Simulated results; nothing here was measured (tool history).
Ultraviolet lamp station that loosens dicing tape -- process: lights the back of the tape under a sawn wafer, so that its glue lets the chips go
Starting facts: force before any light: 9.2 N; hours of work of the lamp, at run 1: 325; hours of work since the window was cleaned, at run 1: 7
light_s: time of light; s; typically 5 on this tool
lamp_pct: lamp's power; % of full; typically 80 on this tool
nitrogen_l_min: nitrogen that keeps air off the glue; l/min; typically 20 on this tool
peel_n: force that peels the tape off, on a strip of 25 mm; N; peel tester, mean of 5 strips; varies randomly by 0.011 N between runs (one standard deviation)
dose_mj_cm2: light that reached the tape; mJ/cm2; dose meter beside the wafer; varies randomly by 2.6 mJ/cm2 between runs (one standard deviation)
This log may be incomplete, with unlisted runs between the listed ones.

run   hour  light_s  lamp_pct  nitrogen_l_min  hours of work of the lamp  hours of work since the window was cleaned  peel_n  dose_mj_cm2
  1    0.0        5        80              20                        325                                           7   0.624          289
  2   25.0        5        80              20                        342                                          24   0.626          290
  3   58.9        2        80              20                        366                                          48   3.063          116
  4   91.5        5        80              20                        388                                          70   0.650          281
  5  122.1        5        98              20                        410                                          92   0.411          342
  6  158.3        5        80              20                        435                                         117   0.682          277
  7  196.6        5        80              20                        461                                         143   0.693          275
  8  236.6        5        80              20                        489                                         171   0.718          275
  9  258.4        7        80              20                        504                                         186   0.332          376
 10  291.5        7        80              20                        527                                         209   0.338          375
 11  309.9        8        80               7                        540                                         222   0.629          425
 12  337.1        8        80              16                        559                                         241   0.307          424
 13  367.6        8        80              16                        580                                         262   0.318          419
 14  403.7        6        97              20                        605                                         287   0.324          380
 15  428.0        6        97              20                        622                                         304   0.348          378
 16  458.9        6        97              20                        643                                         325   0.357          368
 17  483.2        6        97              20                        660                                         342   0.347          372

Forecast each of these 3 alternatives for the next run:
  A  503.9        5        89              39                        675                                         357       ?            ?
  B  503.9        5        80               9                        675                                         357       ?            ?
  C  503.9        5        80              12                        675                                         357       ?            ?

run  peel_n  dose_mj_cm2
  A   0.432          280
  B   1.515          252
  C   1.265          249
Without the tool's hidden state the same runs would have given:
run  peel_n  dose_mj_cm2
  A   0.249          354
  B   0.975          318
  C   0.784          315

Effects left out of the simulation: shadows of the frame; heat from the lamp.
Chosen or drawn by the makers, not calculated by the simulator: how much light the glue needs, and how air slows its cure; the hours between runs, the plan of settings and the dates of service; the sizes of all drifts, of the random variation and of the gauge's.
